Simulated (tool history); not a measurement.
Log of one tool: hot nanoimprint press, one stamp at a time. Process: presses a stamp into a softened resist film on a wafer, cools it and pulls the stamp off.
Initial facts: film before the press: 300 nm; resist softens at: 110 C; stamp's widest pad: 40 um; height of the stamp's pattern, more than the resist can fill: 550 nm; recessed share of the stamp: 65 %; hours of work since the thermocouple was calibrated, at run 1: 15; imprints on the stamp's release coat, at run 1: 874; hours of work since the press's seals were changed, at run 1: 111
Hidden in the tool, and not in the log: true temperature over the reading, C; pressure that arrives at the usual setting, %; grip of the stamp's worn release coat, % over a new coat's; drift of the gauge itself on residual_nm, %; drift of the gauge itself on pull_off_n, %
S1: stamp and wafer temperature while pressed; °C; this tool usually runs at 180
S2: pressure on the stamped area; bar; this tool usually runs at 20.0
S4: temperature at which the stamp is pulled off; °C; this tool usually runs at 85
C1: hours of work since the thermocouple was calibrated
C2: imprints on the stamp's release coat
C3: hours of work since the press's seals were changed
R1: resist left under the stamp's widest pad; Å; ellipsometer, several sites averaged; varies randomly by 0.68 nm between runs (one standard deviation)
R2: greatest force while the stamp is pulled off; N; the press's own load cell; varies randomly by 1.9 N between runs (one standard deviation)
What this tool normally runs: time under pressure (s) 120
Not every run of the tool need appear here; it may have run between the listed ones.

Run 1, day 0.000: usual settings; C1 15; C2 874; C3 111. Result: R1 1382 Å, R2 108 N.
Run 2, day 0.358: usual settings; C1 22; C2 910; C3 117. Result: R1 1393 Å, R2 109 N.
Run 3, day 0.646: usual settings; C1 27; C2 939; C3 123. Result: R1 1383 Å, R2 106 N.
Run 4, day 0.875: usual settings but time under pressure (s) 130; C1 31; C2 962; C3 127. Result: R1 1353 Å, R2 108 N.
Run 5, day 1.258: usual settings but time under pressure (s) 130; C1 38; C2 1000; C3 134. Result: R1 1351 Å, R2 104 N.
Run 6, day 1.638: usual settings but time under pressure (s) 130, S4 88 °C; C1 46; C2 1038; C3 141. Result: R1 1352 Å, R2 99 N.
Run 7, day 1.996: usual settings; C1 52; C2 1074; C3 148. Result: R1 1403 Å, R2 107 N.
At day 2.712: stamp cleaned and given a new release coat.
Run 8, day 2.721: usual settings; C1 61; C2 1; C3 157. Result: R1 1410 Å, R2 106 N.
Run 9, day 3.183: usual settings; C1 70; C2 47; C3 165. Result: R1 1404 Å, R2 104 N.
Run 10, day 3.688: usual settings; C1 79; C2 98; C3 175. Result: R1 1412 Å, R2 107 N.
Run 11, day 4.125: usual settings; C1 87; C2 142; C3 183. Result: R1 1389 Å, R2 109 N.
Run 12, day 4.604: usual settings; C1 96; C2 190; C3 192. Result: R1 1404 Å, R2 105 N.
Run 13, day 4.942: usual settings; C1 102; C2 223; C3 198. Result: R1 1403 Å, R2 108 N.
Run 14, day 5.433: usual settings; C1 112; C2 273; C3 207. Result: R1 1411 Å, R2 107 N.
Run 15, day 5.688: usual settings; C1 116; C2 298; C3 212. Result: R1 1415 Å, R2 104 N.
Run 16, day 6.038: usual settings but S4 74 °C; C1 123; C2 333; C3 218. Result: R1 1425 Å, R2 138 N.
Run 17, day 6.475: usual settings but S2 30.0 bar; C1 131; C2 377; C3 226. Result: R1 1157 Å, R2 106 N.
Run 18, day 6.688: usual settings but S1 175 °C, S2 17.1 bar, S4 87 °C; C1 135; C2 398; C3 230. Result: R1 1755 Å, R2 99 N.
Run 19, day 7.154: usual settings but S1 175 °C, S2 17.1 bar, S4 87 °C; C1 144; C2 445; C3 239. Result: R1 1757 Å, R2 101 N.
Run 20, day 7.367: usual settings but S1 175 °C, S2 15.4 bar, time under pressure (s) 168, S4 87 °C; C1 148; C2 466; C3 243. Result: R1 1648 Å, R2 103 N.
Run 21, day 7.658: usual settings but S1 175 °C, S2 15.4 bar, time under pressure (s) 168, S4 87 °C; C1 153; C2 496; C3 249. Result: R1 1644 Å, R2 103 N.
Run 22, day 7.929: usual settings but S1 175 °C, S2 15.4 bar, time under pressure (s) 168, S4 87 °C; C1 158; C2 523; C3 254. Result: R1 1649 Å, R2 102 N.
At day 8.054: gauge calibrated.
Run 23, day 8.238: usual settings but S1 175 °C, S2 15.4 bar, time under pressure (s) 168, S4 87 °C; C1 164; C2 554; C3 259. Result: R1 1618 Å, R2 105 N.
Run 24, day 8.562: usual settings but S1 175 °C, S2 15.4 bar, time under pressure (s) 168, S4 87 °C; C1 170; C2 586; C3 265. Result: R1 1613 Å, R2 100 N.
Run 25, day 8.846: usual settings but S1 188 °C, S2 15.0 bar, time under pressure (s) 82, S4 78 °C; C1 175; C2 615; C3 271. Result: R1 1463 Å, R2 128 N.
Run 26, day 9.188: usual settings but time under pressure (s) 125; C1 182; C2 649; C3 277. Result: R1 1367 Å, R2 107 N.
Run 27, day 9.462: usual settings but time under pressure (s) 125; C1 187; C2 677; C3 282. Result: R1 1375 Å, R2 109 N.
Run 28, day 9.821: usual settings but time under pressure (s) 125; C1 193; C2 713; C3 289. Result: R1 1380 Å, R2 112 N.
Run 29, day 10.225: usual settings but time under pressure (s) 125; C1 201; C2 753; C3 296. Result: R1 1376 Å, R2 109 N.
Run 30, day 10.538: usual settings but time under pressure (s) 125; C1 207; C2 784; C3 302. Result: R1 1373 Å, R2 109 N.
Run 31, day 10.896: usual settings but S1 170 °C, S2 21.3 bar, time under pressure (s) 61; C1 213; C2 820; C3 309. Result: R1 2188 Å, R2 110 N.

3 options for the next run, each taken on its own from the tool as it stands now. Forecast them:
Run A, day 11.212: usual settings but S1 170 °C, S2 19.8 bar, time under pressure (s) 144, S4 93 °C; C1 219; C2 852; C3 315. Result: R1 ?, R2 ?.
Run B, day 11.212: usual settings but S1 178 °C, S2 25.2 bar, time under pressure (s) 61; C1 219; C2 852; C3 315. Result: R1 ?, R2 ?.
Run C, day 11.212: usual settings but time under pressure (s) 200; C1 219; C2 852; C3 315. Result: R1 ?, R2 ?.

run    R1   R2
  A  1768   83
  B  1689  109
  C  1154  105
With no hidden state in the tool, these same runs would have given:
run    R1   R2
  A  1748   83
  B  1670  108
  C  1141  104

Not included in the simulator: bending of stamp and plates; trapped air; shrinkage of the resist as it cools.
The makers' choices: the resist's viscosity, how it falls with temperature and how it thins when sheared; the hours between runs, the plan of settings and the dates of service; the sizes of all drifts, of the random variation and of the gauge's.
